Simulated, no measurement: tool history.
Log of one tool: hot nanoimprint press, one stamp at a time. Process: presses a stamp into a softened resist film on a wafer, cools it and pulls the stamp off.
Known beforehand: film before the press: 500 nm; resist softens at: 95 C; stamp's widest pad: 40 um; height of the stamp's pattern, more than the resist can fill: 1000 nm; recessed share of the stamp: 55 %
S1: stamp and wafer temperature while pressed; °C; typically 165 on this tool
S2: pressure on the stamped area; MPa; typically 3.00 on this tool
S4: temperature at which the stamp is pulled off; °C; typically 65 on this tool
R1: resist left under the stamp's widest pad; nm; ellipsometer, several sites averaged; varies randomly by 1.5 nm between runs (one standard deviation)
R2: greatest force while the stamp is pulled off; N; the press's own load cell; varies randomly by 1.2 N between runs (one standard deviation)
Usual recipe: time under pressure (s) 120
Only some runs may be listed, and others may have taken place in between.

Run 1, hour 0.0: usual settings. Result: R1 242.8 nm, R2 122 N.
Run 2, hour 48.8: usual settings but S1 171 °C. Result: R1 184.2 nm, R2 124 N.
At hour 145.7: stamp cleaned and given a new release coat.
Run 3, hour 148.1: usual settings but S1 171 °C. Result: R1 189.3 nm, R2 121 N.
Run 4, hour 203.1: usual settings but S1 171 °C. Result: R1 189.4 nm, R2 128 N.
At hour 210.6: plate thermocouple calibrated.
At hour 292.2: stamp cleaned and given a new release coat.
Run 5, hour 294.8: usual settings but time under pressure (s) 84. Result: R1 288.9 nm, R2 122 N.
Run 6, hour 385.7: usual settings but time under pressure (s) 84. Result: R1 293.1 nm, R2 131 N.
At hour 436.2: stamp cleaned and given a new release coat.
Run 7, hour 436.2: usual settings but S2 4.60 MPa. Result: R1 215.0 nm, R2 124 N.
Run 8, hour 504.2: usual settings but time under pressure (s) 149. Result: R1 245.1 nm, R2 127 N.
At hour 579.6: stamp cleaned and given a new release coat.
Run 9, hour 579.6: usual settings but S4 67 °C. Result: R1 267.1 nm, R2 121 N.
Run 10, hour 620.0: usual settings. Result: R1 268.4 nm, R2 127 N.
At hour 637.9: plate thermocouple calibrated.
Run 11, hour 687.2: usual settings. Result: R1 240.2 nm, R2 127 N.
At hour 694.4: plate thermocouple calibrated, once more.
At hour 737.2: stamp cleaned and given a new release coat.
Run 12, hour 777.8: usual settings but S2 4.71 MPa. Result: R1 191.9 nm, R2 125 N.
Run 13, hour 820.0: usual settings. Result: R1 237.3 nm, R2 128 N.
Run 14, hour 861.5: usual settings but S2 4.33 MPa. Result: R1 201.3 nm, R2 130 N.
At hour 886.0: stamp cleaned and given a new release coat.
Run 15, hour 935.9: usual settings but S2 4.33 MPa. Result: R1 204.3 nm, R2 126 N.
Run 16, hour 990.9: usual settings but S2 4.33 MPa. Result: R1 206.0 nm, R2 131 N.
At hour 1034.0: stamp cleaned and given a new release coat.
Run 17, hour 1088.0: usual settings but S2 2.53 MPa, S4 68 °C. Result: R1 264.4 nm, R2 121 N.
At hour 1119.0: plate thermocouple calibrated.
Run 18, hour 1140.4: usual settings but S2 2.53 MPa, S4 68 °C. Result: R1 257.7 nm, R2 125 N.
At hour 1181.0: stamp cleaned and given a new release coat.
Run 19, hour 1195.8: usual settings but S1 173 °C, time under pressure (s) 157, S4 55 °C. Result: R1 151.0 nm, R2 132 N.
Run 20, hour 1243.7: usual settings but S1 173 °C, time under pressure (s) 157, S4 55 °C. Result: R1 150.5 nm, R2 136 N.
At hour 1275.3: press's hydraulic seals changed and the load cell set to zero.
At hour 1338.5: stamp cleaned and given a new release coat.
Run 21, hour 1338.5: usual settings but S2 2.28 MPa, time under pressure (s) 167, S4 55 °C. Result: R1 240.4 nm, R2 131 N.
Run 22, hour 1404.4: usual settings but S1 159 °C, S2 2.28 MPa, time under pressure (s) 183, S4 56 °C. Result: R1 306.2 nm, R2 134 N.
At hour 1486.4: stamp cleaned and given a new release coat.
Run 23, hour 1498.9: usual settings but S1 172 °C, S2 4.64 MPa, time under pressure (s) 163, S4 56 °C. Result: R1 125.5 nm, R2 133 N.
At hour 1556.4: plate thermocouple calibrated.
Run 24, hour 1561.6: usual settings but S1 163 °C, S2 3.85 MPa, time under pressure (s) 163, S4 56 °C. Result: R1 207.6 nm, R2 136 N.
Run 25, hour 1604.1: usual settings but S1 163 °C, S2 2.56 MPa, time under pressure (s) 163, S4 56 °C. Result: R1 249.1 nm, R2 141 N.
At hour 1639.3: stamp cleaned and given a new release coat.
Run 26, hour 1665.6: usual settings but S1 172 °C, S2 3.50 MPa, time under pressure (s) 111, S4 56 °C. Result: R1 167.1 nm, R2 133 N.
Run 27, hour 1732.9: usual settings but S1 172 °C, S2 3.50 MPa, time under pressure (s) 93, S4 61 °C. Result: R1 179.7 nm, R2 134 N.
At hour 1788.1: stamp cleaned and given a new release coat.
Run 28, hour 1817.3: usual settings but S1 174 °C, S2 3.50 MPa, time under pressure (s) 116, S4 61 °C. Result: R1 154.1 nm, R2 126 N.

Forecast each of these 4 alternatives for the next run:
Run A, hour 1867.0: usual settings but S4 57 °C. Result: R1 ?, R2 ?.
Run B, hour 1867.0: usual settings but S1 162 °C, S4 51 °C. Result: R1 ?, R2 ?.
Run C, hour 1867.0: usual settings but S1 174 °C, S2 3.50 MPa, time under pressure (s) 116, S4 66 °C. Result: R1 ?, R2 ?.
Run D, hour 1867.0: usual settings but S1 174 °C, S2 2.32 MPa, time under pressure (s) 116, S4 61 °C. Result: R1 ?, R2 ?.

run     R1   R2
  A  246.6  137
  B  281.3  145
  C  154.7  129
  D  190.3  131
With the hidden condition removed and each run's random variation left untouched, the same runs would have given:
run     R1   R2
  A  235.7  130
  B  269.3  137
  C  147.4  122
  D  182.3  124
